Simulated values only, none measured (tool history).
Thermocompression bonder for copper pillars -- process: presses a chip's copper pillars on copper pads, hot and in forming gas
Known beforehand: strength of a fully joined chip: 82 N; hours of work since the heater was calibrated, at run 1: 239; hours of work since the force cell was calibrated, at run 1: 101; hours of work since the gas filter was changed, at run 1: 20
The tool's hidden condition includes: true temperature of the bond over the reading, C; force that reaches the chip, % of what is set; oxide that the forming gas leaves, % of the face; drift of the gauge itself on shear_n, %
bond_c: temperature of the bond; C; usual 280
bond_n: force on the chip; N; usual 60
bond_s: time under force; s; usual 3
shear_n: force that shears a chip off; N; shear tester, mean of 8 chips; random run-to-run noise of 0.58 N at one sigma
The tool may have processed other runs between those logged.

run,day,bond_c,bond_n,bond_s,hours of work since the heater was calibrated,hours of work since the force cell was calibrated,hours of work since the gas filter was changed,shear_n
1,0.000,280,60,3,239,101,20,26.9
2,0.358,280,60,3,245,107,26,27.3
3,0.742,280,39,3,251,113,33,20.6
4,1.158,280,82,3,258,120,39,32.8
5,1.350,280,82,3,261,123,43,33.4
6,1.738,280,82,3,268,130,49,32.0
7,2.175,280,59,3,275,137,56,26.9
8,2.454,280,59,3,279,142,61,25.6
9,2.908,280,59,3,287,149,68,26.0
10,3.192,280,59,3,292,154,73,26.6
11,3.438,280,59,3,296,158,77,26.3
12,3.679,280,59,3,300,162,81,26.4
# day 3.796: heater calibrated with a thermocouple chip
13,4.158,280,60,3,6,168,87,25.2
14,4.408,280,60,3,10,172,91,24.4
15,4.717,292,60,3,15,177,96,30.7
16,4.975,292,60,3,19,182,101,29.7
17,5.288,292,60,3,24,187,106,31.2
18,5.696,280,44,3,31,193,113,20.3
19,5.925,280,60,5,35,197,116,30.4
# day 6.221: heater calibrated with a thermocouple chip, once more
20,6.312,280,60,5,2,202,121,34.8
21,6.508,280,44,5,5,205,125,28.2
22,6.767,292,71,7,9,210,129,50.0
23,6.971,292,71,7,12,213,132,50.5
24,7.288,295,60,3,18,218,137,35.8
# day 7.654: forming gas filter changed
25,7.733,264,65,2,25,225,1,19.3
26,8.088,264,65,2,30,231,7,19.0
27,8.275,264,65,2,33,234,10,19.7
28,8.650,309,45,3,40,240,16,39.4
29,8.929,309,45,3,44,245,21,38.5
30,9.329,309,45,3,51,251,27,38.2
31,9.542,268,60,3,54,255,31,23.7
32,9.742,269,65,3,57,258,34,24.4
33,10.204,253,64,5,65,266,42,22.7
34,10.654,289,66,3,72,273,49,35.5
35,10.958,301,59,3,77,278,54,39.4
36,11.333,262,37,3,84,284,60,14.6
37,11.579,265,60,2,88,288,64,17.5
38,11.833,292,50,2,92,292,69,27.1
39,12.150,280,40,2,97,298,74,17.8

5 options for the next run, each taken on its own from the tool as it stands now. Forecast them:
A,12.379,280,39,2,101,301,78,?
B,12.379,273,46,4,101,301,78,?
C,12.379,280,49,3,101,301,78,?
D,12.379,298,60,3,101,301,78,?
E,12.379,265,60,3,101,301,78,?

run,shear_n
A,18.0
B,23.4
C,24.7
D,37.6
E,21.4
Without the tool's unlogged condition, the same runs would have read:
run,shear_n
A,18.7
B,24.3
C,25.6
D,38.9
E,22.2

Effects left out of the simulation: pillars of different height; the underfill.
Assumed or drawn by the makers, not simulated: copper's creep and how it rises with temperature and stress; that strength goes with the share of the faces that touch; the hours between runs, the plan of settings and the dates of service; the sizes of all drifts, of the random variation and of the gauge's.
